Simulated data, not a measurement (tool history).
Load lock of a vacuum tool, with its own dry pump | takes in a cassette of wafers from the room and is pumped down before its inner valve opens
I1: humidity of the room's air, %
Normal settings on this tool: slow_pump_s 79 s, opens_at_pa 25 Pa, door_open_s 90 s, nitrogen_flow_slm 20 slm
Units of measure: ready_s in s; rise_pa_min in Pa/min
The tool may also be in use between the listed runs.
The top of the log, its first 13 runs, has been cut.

{"run": 14, "hour": 3989.9, "slow_pump_s": 79, "opens_at_pa": 27, "door_open_s": 90, "nitrogen_flow_slm": 20, "I1": 45.6, "ready_s": 121.3, "rise_pa_min": 0.321}
{"run": 15, "hour": 4375.5, "slow_pump_s": 79, "opens_at_pa": 27, "door_open_s": 90, "nitrogen_flow_slm": 20, "I1": 44.3, "ready_s": 122.1, "rise_pa_min": 0.334}
{"run": 16, "hour": 4554.5, "slow_pump_s": 79, "opens_at_pa": 27, "door_open_s": 90, "nitrogen_flow_slm": 20, "I1": 46.0, "ready_s": 122.3, "rise_pa_min": 0.335}
{"run": 17, "hour": 4767.5, "slow_pump_s": 79, "opens_at_pa": 27, "door_open_s": 90, "nitrogen_flow_slm": 20, "I1": 42.5, "ready_s": 124.6, "rise_pa_min": 0.338}
{"run": 18, "hour": 4992.7, "slow_pump_s": 79, "opens_at_pa": 27, "door_open_s": 90, "nitrogen_flow_slm": 20, "I1": 41.5, "ready_s": 123.6, "rise_pa_min": 0.352}
{"run": 19, "hour": 5329.1, "slow_pump_s": 79, "opens_at_pa": 27, "door_open_s": 90, "nitrogen_flow_slm": 20, "I1": 43.5, "ready_s": 123.2, "rise_pa_min": 0.371}
{"run": 20, "hour": 5665.9, "slow_pump_s": 145, "opens_at_pa": 25, "door_open_s": 64, "nitrogen_flow_slm": 20, "I1": 44.8, "ready_s": 175.9, "rise_pa_min": 0.361}
{"run": 21, "hour": 6065.1, "slow_pump_s": 128, "opens_at_pa": 38, "door_open_s": 68, "nitrogen_flow_slm": 11, "I1": 44.7, "ready_s": 158.8, "rise_pa_min": 0.378}
{"hour": 6137.0, "done": "door's seal changed, seat wiped"}
{"run": 22, "hour": 6316.8, "slow_pump_s": 128, "opens_at_pa": 35, "door_open_s": 223, "nitrogen_flow_slm": 7, "I1": 42.2, "ready_s": 162.0, "rise_pa_min": 0.043}
{"run": 23, "hour": 6700.1, "slow_pump_s": 128, "opens_at_pa": 35, "door_open_s": 223, "nitrogen_flow_slm": 7, "I1": 47.3, "ready_s": 161.1, "rise_pa_min": 0.044}
{"run": 24, "hour": 7109.4, "slow_pump_s": 79, "opens_at_pa": 25, "door_open_s": 82, "nitrogen_flow_slm": 20, "I1": 44.8, "ready_s": 124.8, "rise_pa_min": 0.032}
{"run": 25, "hour": 7447.0, "slow_pump_s": 79, "opens_at_pa": 25, "door_open_s": 82, "nitrogen_flow_slm": 20, "I1": 46.5, "ready_s": 125.0, "rise_pa_min": 0.037}
{"run": 26, "hour": 7636.6, "slow_pump_s": 106, "opens_at_pa": 43, "door_open_s": 202, "nitrogen_flow_slm": 15, "I1": 43.3, "ready_s": 141.7, "rise_pa_min": 0.038}
{"run": 27, "hour": 8021.8, "slow_pump_s": 53, "opens_at_pa": 29, "door_open_s": 202, "nitrogen_flow_slm": 16, "I1": 48.1, "ready_s": 103.8, "rise_pa_min": 0.048}
{"run": 28, "hour": 8378.1, "slow_pump_s": 53, "opens_at_pa": 29, "door_open_s": 202, "nitrogen_flow_slm": 16, "I1": 41.1, "ready_s": 104.8, "rise_pa_min": 0.049}
{"run": 29, "hour": 8789.4, "slow_pump_s": 79, "opens_at_pa": 25, "door_open_s": 31, "nitrogen_flow_slm": 42, "I1": 45.0, "ready_s": 126.6, "rise_pa_min": 0.035}
{"run": 30, "hour": 9116.3, "slow_pump_s": 79, "opens_at_pa": 50, "door_open_s": 112, "nitrogen_flow_slm": 19, "I1": 43.9, "ready_s": 121.3, "rise_pa_min": 0.049}
{"run": 31, "hour": 9417.8, "slow_pump_s": 79, "opens_at_pa": 50, "door_open_s": 112, "nitrogen_flow_slm": 19, "I1": 46.6, "ready_s": 122.5, "rise_pa_min": 0.055}
{"run": 32, "hour": 9778.2, "slow_pump_s": 79, "opens_at_pa": 50, "door_open_s": 112, "nitrogen_flow_slm": 19, "I1": 44.6, "ready_s": 121.5, "rise_pa_min": 0.053}
{"run": 33, "hour": 10136.8, "slow_pump_s": 79, "opens_at_pa": 50, "door_open_s": 112, "nitrogen_flow_slm": 19, "I1": 44.7, "ready_s": 123.4, "rise_pa_min": 0.06}
{"run": 34, "hour": 10496.8, "slow_pump_s": 79, "opens_at_pa": 31, "door_open_s": 90, "nitrogen_flow_slm": 20, "I1": 42.9, "ready_s": 127.0, "rise_pa_min": 0.061}
{"run": 35, "hour": 10821.0, "slow_pump_s": 79, "opens_at_pa": 31, "door_open_s": 90, "nitrogen_flow_slm": 20, "I1": 48.3, "ready_s": 127.8, "rise_pa_min": 0.072}
{"run": 36, "hour": 11078.4, "slow_pump_s": 79, "opens_at_pa": 31, "door_open_s": 90, "nitrogen_flow_slm": 20, "I1": 43.6, "ready_s": 126.6, "rise_pa_min": 0.071}
{"run": 37, "hour": 11266.4, "slow_pump_s": 79, "opens_at_pa": 19, "door_open_s": 90, "nitrogen_flow_slm": 20, "I1": 44.2, "ready_s": 132.0, "rise_pa_min": 0.075}
{"hour": 11516.4, "done": "dry pump taken out, an overhauled one fitted"}
{"run": 38, "hour": 11636.6, "slow_pump_s": 74, "opens_at_pa": 19, "door_open_s": 97, "nitrogen_flow_slm": 20, "I1": 46.7, "ready_s": 116.6, "rise_pa_min": 0.077}

Predict each of these 3 candidate next runs independently; none follows another, all start after run 38:
{"run": "A", "hour": 12017.7, "slow_pump_s": 119, "opens_at_pa": 19, "door_open_s": 27, "nitrogen_flow_slm": 5, "I1": 45.4, "ready_s": "?", "rise_pa_min": "?"}
{"run": "B", "hour": 12017.7, "slow_pump_s": 90, "opens_at_pa": 25, "door_open_s": 33, "nitrogen_flow_slm": 4, "I1": 42.8, "ready_s": "?", "rise_pa_min": "?"}
{"run": "C", "hour": 12017.7, "slow_pump_s": 51, "opens_at_pa": 20, "door_open_s": 97, "nitrogen_flow_slm": 20, "I1": 46.5, "ready_s": "?", "rise_pa_min": "?"}

run=A ready_s=154.7 rise_pa_min=0.080
run=B ready_s=129.9 rise_pa_min=0.086
run=C ready_s=98.9 rise_pa_min=0.084
Had the tool no hidden state, the same runs would have come out as:
run=A ready_s=154.7 rise_pa_min=0.024
run=B ready_s=129.8 rise_pa_min=0.029
run=C ready_s=98.8 rise_pa_min=0.027

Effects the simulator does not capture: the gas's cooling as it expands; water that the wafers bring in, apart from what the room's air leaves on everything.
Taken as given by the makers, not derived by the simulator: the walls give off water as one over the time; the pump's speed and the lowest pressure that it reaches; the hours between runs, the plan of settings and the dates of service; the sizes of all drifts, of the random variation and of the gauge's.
